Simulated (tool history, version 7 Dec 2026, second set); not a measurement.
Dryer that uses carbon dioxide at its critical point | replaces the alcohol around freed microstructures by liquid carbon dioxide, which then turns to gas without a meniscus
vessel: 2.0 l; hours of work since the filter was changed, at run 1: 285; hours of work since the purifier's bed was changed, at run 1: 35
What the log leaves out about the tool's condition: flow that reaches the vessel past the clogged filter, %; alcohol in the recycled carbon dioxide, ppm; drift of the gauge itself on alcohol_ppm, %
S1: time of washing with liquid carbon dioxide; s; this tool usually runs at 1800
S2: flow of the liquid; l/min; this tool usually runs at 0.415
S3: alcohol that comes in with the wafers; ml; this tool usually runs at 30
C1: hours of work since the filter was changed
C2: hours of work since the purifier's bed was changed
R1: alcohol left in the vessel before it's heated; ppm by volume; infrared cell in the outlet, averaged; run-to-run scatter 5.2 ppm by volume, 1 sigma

| run | day | S1 | S2 | S3 | C1 | C2 | R1 |
|---|---|---|---|---|---|---|---|
| 1 | 0 | 1800 | 0.415 | 30 | 285 | 35 | 154 |
| 2 | 0.312 | 1800 | 0.415 | 30 | 289 | 38 | 141 |
| 3 | 0.958 | 1800 | 0.415 | 30 | 297 | 46 | 155 |
| 4 | 1.4 | 1320 | 0.415 | 30 | 302 | 51 | 519 |
| 5 | 1.692 | 1320 | 0.415 | 30 | 305 | 55 | 511 |
| 6 | 2.371 | 1800 | 0.415 | 30 | 313 | 63 | 167 |
| 7 | 2.854 | 1800 | 0.415 | 30 | 319 | 69 | 177 |
| 8 | 3.254 | 1800 | 0.384 | 30 | 324 | 73 | 232 |
| 9 | 3.604 | 1800 | 0.384 | 30 | 328 | 77 | 238 |
| 10 | 3.912 | 1800 | 0.265 | 30 | 332 | 81 | 894 |
| 11 | 4.204 | 2520 | 0.333 | 71 | 335 | 84 | 251 |
| 12 | 4.912 | 2520 | 0.333 | 27 | 344 | 93 | 103 |
| 13 | 5.317 | 1800 | 0.691 | 67 | 348 | 98 | 31 |
| 14 | 5.871 | 1800 | 0.691 | 67 | 355 | 104 | 44 |
| 15 | 6.383 | 2220 | 0.521 | 37 | 361 | 110 | 41 |
|  | 6.596 | inlet filter changed |
| 16 | 6.938 | 2220 | 0.265 | 20 | 4 | 116 | 199 |
| 17 | 7.262 | 2040 | 0.507 | 44 | 8 | 120 | 41 |

Predict each of these 5 candidate next runs independently; none follows another, all start after run 17:
| A | 7.796 | 1800 | 0.493 | 81 | 14 | 126 | ? |
| B | 7.796 | 1800 | 0.406 | 43 | 14 | 126 | ? |
| C | 7.796 | 1680 | 0.489 | 23 | 14 | 126 | ? |
| D | 7.796 | 2040 | 0.279 | 20 | 14 | 126 | ? |
| E | 7.796 | 1800 | 0.297 | 30 | 14 | 126 | ? |

| run | R1 |
|---|---|
| A | 108 |
| B | 169 |
| C | 61 |
| D | 233 |
| E | 409 |
With the hidden condition removed and each run's random variation left untouched, the same runs would have given:
| run | R1 |
|---|---|
| A | 84 |
| B | 143 |
| C | 38 |
| D | 206 |
| E | 378 |
